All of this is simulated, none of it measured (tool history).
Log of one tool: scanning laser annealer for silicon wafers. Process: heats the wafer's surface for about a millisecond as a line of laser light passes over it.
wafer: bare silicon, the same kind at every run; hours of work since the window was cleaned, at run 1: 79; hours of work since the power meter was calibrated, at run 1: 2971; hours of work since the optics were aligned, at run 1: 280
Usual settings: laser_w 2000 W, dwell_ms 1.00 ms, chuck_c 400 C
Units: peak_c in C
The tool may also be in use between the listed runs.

run	hour	laser_w	dwell_ms	chuck_c	hours of work since the window was cleaned	hours of work since the power meter was calibrated	hours of work since the optics were aligned	peak_c
1	0.0	2000	1.00	400	79	2971	280	1107
2	70.3	1819	1.00	400	133	3025	334	1038
3	119.8	1819	1.00	400	171	3063	372	1040
4	178.3	2000	1.00	400	216	3108	417	1108
5	272.0	2000	1.00	400	288	3180	490	1106
6	348.8	1889	1.00	400	347	3239	549	1062
7	419.7	1889	1.00	400	402	3294	603	1064
8	464.5	1889	1.00	400	437	3329	638	1065
9	503.4	2000	1.00	426	467	3359	668	1128
10	599.7	2000	1.00	426	541	3433	742	1134
# hour 613.1: window over the wafer cleaned
11	664.5	2000	1.00	426	40	3481	791	1132
12	755.6	1795	1.00	400	110	3551	861	1027
13	811.7	1922	0.94	404	153	3595	904	1060
14	903.6	1771	1.23	362	224	3665	975	1044
15	961.0	2200	1.18	362	268	3710	1019	1210
16	1027.2	1721	1.00	435	319	3761	1070	1035
17	1074.1	1721	1.00	435	355	3797	1106	1033
18	1146.3	1721	0.81	435	411	3853	1162	976
19	1230.9	1916	1.15	392	476	3918	1227	1114
20	1313.5	2051	1.15	435	540	3981	1291	1211
# hour 1329.3: window over the wafer cleaned
21	1361.7	2000	1.00	402	25	4017	1326	1109
22	1426.2	2000	1.00	402	75	4067	1376	1107
23	1515.7	2000	1.00	402	144	4136	1445	1108
# hour 1594.2: optics aligned, line set to its width
24	1603.9	2000	1.00	402	208	4200	7	1108

3 ways to go on from here, each from the tool as it stands after run 24. What would each give?
A	1647.9	2000	0.87	439	242	4234	41	?
B	1647.9	2014	1.00	415	242	4234	41	?
C	1647.9	1716	0.94	400	242	4234	41	?

run	peak_c
A	1097
B	1124
C	981
Without the tool's hidden state the same runs would have given:
run	peak_c
A	1097
B	1125
C	981

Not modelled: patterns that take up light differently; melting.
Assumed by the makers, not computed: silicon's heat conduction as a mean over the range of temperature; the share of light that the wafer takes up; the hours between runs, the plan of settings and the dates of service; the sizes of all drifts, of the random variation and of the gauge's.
